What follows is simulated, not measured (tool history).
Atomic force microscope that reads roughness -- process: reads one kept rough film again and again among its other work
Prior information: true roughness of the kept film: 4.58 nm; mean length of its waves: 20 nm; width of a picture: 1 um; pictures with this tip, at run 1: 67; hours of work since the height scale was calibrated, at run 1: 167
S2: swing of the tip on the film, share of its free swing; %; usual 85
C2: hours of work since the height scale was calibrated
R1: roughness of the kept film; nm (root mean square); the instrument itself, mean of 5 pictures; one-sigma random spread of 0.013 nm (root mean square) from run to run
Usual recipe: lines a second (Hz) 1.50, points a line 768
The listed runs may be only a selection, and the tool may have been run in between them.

run 1 day=0.000 | lines_a_second_(Hz)=1.50 S2=85 points_a_line=768 | pictures_with_this_tip=67 C2=167 | R1=2.780
run 2 day=0.367 | lines_a_second_(Hz)=1.50 S2=85 points_a_line=768 | pictures_with_this_tip=74 C2=171 | R1=2.691
run 3 day=0.612 | lines_a_second_(Hz)=1.50 S2=85 points_a_line=768 | pictures_with_this_tip=78 C2=173 | R1=2.668
run 4 day=0.971 | lines_a_second_(Hz)=1.50 S2=85 points_a_line=768 | pictures_with_this_tip=85 C2=177 | R1=2.665
run 5 day=1.300 | lines_a_second_(Hz)=1.50 S2=85 points_a_line=768 | pictures_with_this_tip=91 C2=181 | R1=2.629
run 6 day=1.483 | lines_a_second_(Hz)=1.50 S2=85 points_a_line=768 | pictures_with_this_tip=94 C2=183 | R1=2.617
-- day=1.742 new tip fitted
run 7 day=1.746 | lines_a_second_(Hz)=1.50 S2=85 points_a_line=768 | pictures_with_this_tip=0 C2=185 | R1=3.119
run 8 day=2.038 | lines_a_second_(Hz)=1.50 S2=85 points_a_line=768 | pictures_with_this_tip=5 C2=189 | R1=3.123
-- day=2.125 height scale calibrated on a step standard
run 9 day=2.308 | lines_a_second_(Hz)=1.39 S2=85 points_a_line=768 | pictures_with_this_tip=9 C2=2 | R1=3.133
run 10 day=2.721 | lines_a_second_(Hz)=1.39 S2=85 points_a_line=768 | pictures_with_this_tip=17 C2=7 | R1=3.056
run 11 day=3.167 | lines_a_second_(Hz)=1.39 S2=70 points_a_line=768 | pictures_with_this_tip=25 C2=11 | R1=3.253
run 12 day=3.400 | lines_a_second_(Hz)=1.72 S2=85 points_a_line=768 | pictures_with_this_tip=29 C2=14 | R1=2.879
run 13 day=3.721 | lines_a_second_(Hz)=1.50 S2=85 points_a_line=768 | pictures_with_this_tip=35 C2=17 | R1=2.920
run 14 day=3.925 | lines_a_second_(Hz)=1.50 S2=85 points_a_line=768 | pictures_with_this_tip=39 C2=20 | R1=2.902
-- day=4.075 height scale calibrated on a step standard, once more
run 15 day=4.325 | lines_a_second_(Hz)=2.44 S2=85 points_a_line=678 | pictures_with_this_tip=45 C2=3 | R1=2.592
run 16 day=4.679 | lines_a_second_(Hz)=1.71 S2=76 points_a_line=918 | pictures_with_this_tip=52 C2=7 | R1=2.941
run 17 day=4.967 | lines_a_second_(Hz)=1.50 S2=70 points_a_line=969 | pictures_with_this_tip=57 C2=10 | R1=3.056
run 18 day=5.388 | lines_a_second_(Hz)=1.50 S2=70 points_a_line=969 | pictures_with_this_tip=65 C2=14 | R1=3.011
run 19 day=5.662 | lines_a_second_(Hz)=1.25 S2=85 points_a_line=365 | pictures_with_this_tip=70 C2=17 | R1=2.737
run 20 day=6.062 | lines_a_second_(Hz)=1.25 S2=85 points_a_line=774 | pictures_with_this_tip=77 C2=22 | R1=2.753
run 21 day=6.254 | lines_a_second_(Hz)=1.25 S2=85 points_a_line=774 | pictures_with_this_tip=81 C2=24 | R1=2.765
run 22 day=6.496 | lines_a_second_(Hz)=1.49 S2=61 points_a_line=292 | pictures_with_this_tip=85 C2=27 | R1=2.927
run 23 day=6.692 | lines_a_second_(Hz)=1.44 S2=76 points_a_line=272 | pictures_with_this_tip=89 C2=29 | R1=2.727
run 24 day=6.912 | lines_a_second_(Hz)=1.44 S2=76 points_a_line=272 | pictures_with_this_tip=93 C2=31 | R1=2.678
run 25 day=7.192 | lines_a_second_(Hz)=1.44 S2=76 points_a_line=272 | pictures_with_this_tip=98 C2=34 | R1=2.668

Branching from run 25: 4 alternative next runs. What would each branch give?
-- day=7.254 new tip fitted
run A day=7.504 | lines_a_second_(Hz)=1.44 S2=76 points_a_line=272 | pictures_with_this_tip=4 C2=37 | R1=?
-- day=7.254 new tip fitted
run B day=7.504 | lines_a_second_(Hz)=0.68 S2=85 points_a_line=768 | pictures_with_this_tip=4 C2=37 | R1=?
-- day=7.254 new tip fitted
run C day=7.504 | lines_a_second_(Hz)=1.50 S2=68 points_a_line=768 | pictures_with_this_tip=4 C2=37 | R1=?
-- day=7.254 new tip fitted
run D day=7.504 | lines_a_second_(Hz)=1.43 S2=77 points_a_line=282 | pictures_with_this_tip=4 C2=37 | R1=?

run=A R1=3.215
run=B R1=3.405
run=C R1=3.398
run=D R1=3.224
Take away the tool's hidden state, keep each run's random variation, and the runs would have read:
run=A R1=3.245
run=B R1=3.437
run=C R1=3.430
run=D R1=3.254

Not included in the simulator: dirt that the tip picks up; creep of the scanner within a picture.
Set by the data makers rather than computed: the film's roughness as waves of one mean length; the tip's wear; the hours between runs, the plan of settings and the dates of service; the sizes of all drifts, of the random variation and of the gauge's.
